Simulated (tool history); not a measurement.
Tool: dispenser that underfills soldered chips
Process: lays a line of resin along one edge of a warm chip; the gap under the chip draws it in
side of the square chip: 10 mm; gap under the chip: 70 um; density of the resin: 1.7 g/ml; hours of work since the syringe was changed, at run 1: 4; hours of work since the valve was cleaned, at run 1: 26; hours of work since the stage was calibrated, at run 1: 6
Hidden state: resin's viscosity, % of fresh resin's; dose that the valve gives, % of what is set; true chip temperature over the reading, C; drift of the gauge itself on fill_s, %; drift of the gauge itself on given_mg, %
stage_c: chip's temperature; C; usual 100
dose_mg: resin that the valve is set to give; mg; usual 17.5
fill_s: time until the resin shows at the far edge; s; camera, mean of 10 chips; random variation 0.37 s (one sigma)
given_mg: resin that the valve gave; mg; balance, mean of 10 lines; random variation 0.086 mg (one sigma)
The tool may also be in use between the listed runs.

run	hour	stage_c	dose_mg	hours of work since the syringe was changed	hours of work since the valve was cleaned	hours of work since the stage was calibrated	fill_s	given_mg
1	0	100	17.5	4	26	6	25.9	17.44
2	6.6	100	17.5	8	31	11	34.6	17.3
# hour 9.3: new syringe of resin
3	21.5	100	17.5	9	42	22	36.6	17.08
# hour 23.6: new syringe of resin
4	34.9	108	17.5	8	52	31	25.5	16.96
# hour 37.8: new syringe of resin
5	49.7	108	17.5	9	62	42	26.1	16.89
# hour 52: new syringe of resin
6	58.2	107	17.5	5	68	48	20.7	16.95
# hour 65.9: new syringe of resin
7	65.9	100	17.5	0	74	54	20.8	16.89
8	77.3	100	17.5	8	82	62	35.2	16.64
# hour 80.2: new syringe of resin
9	85	100	17.5	4	88	68	26.4	16.86
# hour 95: new syringe of resin
10	100	100	17.5	4	99	79	26	16.65
# hour 109.4: new syringe of resin
11	111.7	100	16.7	2	107	87	23.4	15.85
# hour 123.7: new syringe of resin
12	125.6	100	16.7	1	117	97	22.1	15.7
# hour 128: dispensing valve cleaned and set on the balance
13	137.8	102	18.3	10	7	105	33	18.26
# hour 139.2: new syringe of resin
14	148.8	95	17.5	7	15	113	39.1	17.34
# hour 153.2: new syringe of resin
15	163.5	95	17.5	8	26	124	40.2	17.3
# hour 166.9: new syringe of resin
16	178	93	16.9	8	36	135	44.9	16.5
# hour 181.2: new syringe of resin
17	193.4	102	16.9	9	48	146	32.6	16.58
# hour 195.1: new syringe of resin
18	202.1	98	20.1	5	54	152	29.3	19.48
# hour 208.7: new syringe of resin
19	213.1	86	16.5	3	62	160	47.2	16.02
# hour 223.4: new syringe of resin
20	227.2	110	18	3	72	170	15.8	17.44
# hour 237.5: new syringe of resin
21	240.5	111	15.7	2	82	180	15.6	15.11
# hour 251.2: new syringe of resin
22	253.9	109	15.3	2	91	189	17.7	14.48
# hour 264.9: new syringe of resin
23	268.9	109	15.3	3	102	200	17.4	14.72

5 ways to go on from here, each from the tool as it stands after run 23. What would each give?
# hour 278.5: new syringe of resin
A	283.1	100	16.9	3	113	211	?	?
# hour 278.5: new syringe of resin
B	283.1	100	19.7	3	113	211	?	?
# hour 278.5: new syringe of resin
C	283.1	108	16.3	3	113	211	?	?
# hour 278.5: new syringe of resin
D	283.1	95	21.5	3	113	211	?	?
# hour 278.5: new syringe of resin
E	283.1	96	21	3	113	211	?	?

run	fill_s	given_mg
A	24.6	16.04
B	24.3	18.73
C	18.6	15.27
D	30.1	20.54
E	28.8	19.79
Without the tool's hidden state the same runs would have given:
run	fill_s	given_mg
A	21	17
B	21	19.85
C	15.9	16.19
D	26.1	21.77
E	24.9	20.97
